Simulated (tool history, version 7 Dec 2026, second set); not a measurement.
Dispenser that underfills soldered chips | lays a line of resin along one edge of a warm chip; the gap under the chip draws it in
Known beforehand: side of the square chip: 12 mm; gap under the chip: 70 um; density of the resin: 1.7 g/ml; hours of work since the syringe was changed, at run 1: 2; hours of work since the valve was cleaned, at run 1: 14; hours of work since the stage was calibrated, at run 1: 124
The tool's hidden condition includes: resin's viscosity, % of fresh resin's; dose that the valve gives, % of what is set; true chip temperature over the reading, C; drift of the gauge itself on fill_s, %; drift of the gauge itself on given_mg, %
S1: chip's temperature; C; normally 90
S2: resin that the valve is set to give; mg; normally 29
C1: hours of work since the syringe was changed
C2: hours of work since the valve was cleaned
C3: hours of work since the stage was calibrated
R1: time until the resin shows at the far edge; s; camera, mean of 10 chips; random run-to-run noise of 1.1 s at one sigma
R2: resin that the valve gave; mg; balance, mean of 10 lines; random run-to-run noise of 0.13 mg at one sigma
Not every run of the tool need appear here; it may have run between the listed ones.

run	day	S1	S2	C1	C2	C3	R1	R2
1	0	90	29	2	14	124	121.4	28.62
2	0.162	90	25.7	5	17	127	144.8	25.24
3	0.338	90	25.7	8	20	130	171.2	25.23
# day 0.483: new syringe of resin
4	0.512	90	25.7	0	22	132	112.1	25.22
5	0.633	90	29	2	24	134	122	28.45
6	0.783	90	29	5	27	137	143.2	28.2
7	0.921	90	29	7	29	139	163.2	28.22
8	1.025	90	29	9	31	141	180.1	28.24
# day 1.079: new syringe of resin
9	1.146	90	29	1	33	143	111.3	28.05
10	1.271	81	29	3	35	145	178.4	27.92
11	1.408	81	29	5	37	147	204.2	28.05
12	1.554	81	29	8	39	149	234.4	28.09
# day 1.679: new syringe of resin
13	1.742	81	29	1	42	152	157.2	28.2
14	1.879	81	29	3	44	155	177.9	27.84
15	2.017	101	27.4	6	47	157	104.1	26.23
16	2.183	81	24.8	8	49	160	249.3	23.75
# day 2.283: new syringe of resin
17	2.388	81	24.8	2	53	163	164.6	23.68
18	2.467	81	24.8	3	54	164	177.1	23.79
# day 2.55: dispensing valve cleaned and set on the balance
19	2.662	89	37.4	6	2	167	147.7	36.96
20	2.788	99	29.2	8	4	169	119.8	29.15
21	2.888	76	31.7	9	6	170	301.4	31.59
# day 2.925: new syringe of resin
22	3.012	88	30.8	1	7	172	122.5	30.64
23	3.121	85	27.8	3	9	174	154.4	27.53
24	3.275	85	27.8	6	12	176	182.6	27.59

Take each entry between the runs: how does the hidden state at the last listed run before it differ from the hidden state at the first listed run after it?
Run 3 -> run 4: new syringe of resin (day 0.483)
  resin's viscosity, % of fresh resin's: 158.7 -> 103.8; dose that the valve gives, % of what is set: 98.19 -> 97.94
  difference, measured minus the result without the unlogged condition, R1: +64.8 -> +5.5 s; R2: -0.47 -> -0.53 mg
Run 8 -> run 9: new syringe of resin (day 1.079)
  resin's viscosity, % of fresh resin's: 171.1 -> 107.4; dose that the valve gives, % of what is set: 97.19 -> 97.04; true chip temperature over the reading, C: -0.31 -> -0.32
  difference, measured minus the result without the unlogged condition, R1: +76.3 -> +9.2 s; R2: -0.82 -> -0.86 mg
Run 12 -> run 13: new syringe of resin (day 1.679)
  resin's viscosity, % of fresh resin's: 159.6 -> 107.1; dose that the valve gives, % of what is set: 96.4 -> 96.14; true chip temperature over the reading, C: -0.33 -> -0.34
  difference, measured minus the result without the unlogged condition, R1: +89.9 -> +12.8 s; R2: -1.05 -> -1.13 mg
Run 16 -> run 17: new syringe of resin (day 2.283)
  resin's viscosity, % of fresh resin's: 164.5 -> 109; dose that the valve gives, % of what is set: 95.47 -> 95.18; true chip temperature over the reading, C: -0.35 -> -0.36
  difference, measured minus the result without the unlogged condition, R1: +101.4 -> +17.1 s; R2: -1.13 -> -1.2 mg
Run 18 -> run 19: dispensing valve cleaned and set on the balance (day 2.55)
  resin's viscosity, % of fresh resin's: 118 -> 137; dose that the valve gives, % of what is set: 95.06 -> 99.84; true chip temperature over the reading, C: -0.36 -> -0.37
  difference, measured minus the result without the unlogged condition, R1: +30.6 -> +41.1 s; R2: -1.24 -> -0.07 mg
Run 21 -> run 22: new syringe of resin (day 2.925)
  resin's viscosity, % of fresh resin's: 170.6 -> 110.3; dose that the valve gives, % of what is set: 99.5 -> 99.35
  difference, measured minus the result without the unlogged condition, R1: +127.2 -> +13 s; R2: -0.16 -> -0.2 mg
